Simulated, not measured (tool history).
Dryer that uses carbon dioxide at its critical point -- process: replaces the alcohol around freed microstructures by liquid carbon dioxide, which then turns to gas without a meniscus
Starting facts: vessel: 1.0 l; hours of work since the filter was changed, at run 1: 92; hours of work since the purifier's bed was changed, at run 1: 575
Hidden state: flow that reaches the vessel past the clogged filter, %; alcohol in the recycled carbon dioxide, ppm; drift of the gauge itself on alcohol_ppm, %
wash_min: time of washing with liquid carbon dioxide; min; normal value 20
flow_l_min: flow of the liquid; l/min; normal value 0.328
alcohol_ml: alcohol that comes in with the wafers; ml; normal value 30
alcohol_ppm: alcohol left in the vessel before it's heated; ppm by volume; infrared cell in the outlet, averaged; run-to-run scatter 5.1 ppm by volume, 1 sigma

run,day,wash_min,flow_l_min,alcohol_ml,hours of work since the filter was changed,hours of work since the purifier's bed was changed,alcohol_ppm
1,0,20,0.328,30,92,575,214
2,1.783,20,0.328,96,118,601,486
3,3.029,20,0.328,96,136,619,537
4,3.867,20,0.229,96,148,632,2252
5,4.808,20,0.229,96,162,645,2359
6,6.621,20,0.328,30,188,672,285
7,7.917,20,0.328,30,207,691,311
8,8.662,13,0.278,27,218,702,1729
# day 9.179: inlet filter changed
9,10.542,13,0.278,27,20,728,1158
10,12.196,15,0.311,98,44,753,1669
11,13.954,12,0.328,26,70,778,993
12,14.975,12,0.28,80,85,793,4515
13,16.329,20,0.328,52,104,813,355

Alternative continuations, all from the tool just after run 13; predict every row:
A,17.246,20,0.328,55,118,826,?
B,17.246,12,0.278,25,118,826,?
C,17.246,15,0.24,28,118,826,?

run,alcohol_ppm
A,376
B,1652
C,1524
What these runs would have given with no unlogged condition in the tool:
run,alcohol_ppm
A,133
B,1148
C,1025

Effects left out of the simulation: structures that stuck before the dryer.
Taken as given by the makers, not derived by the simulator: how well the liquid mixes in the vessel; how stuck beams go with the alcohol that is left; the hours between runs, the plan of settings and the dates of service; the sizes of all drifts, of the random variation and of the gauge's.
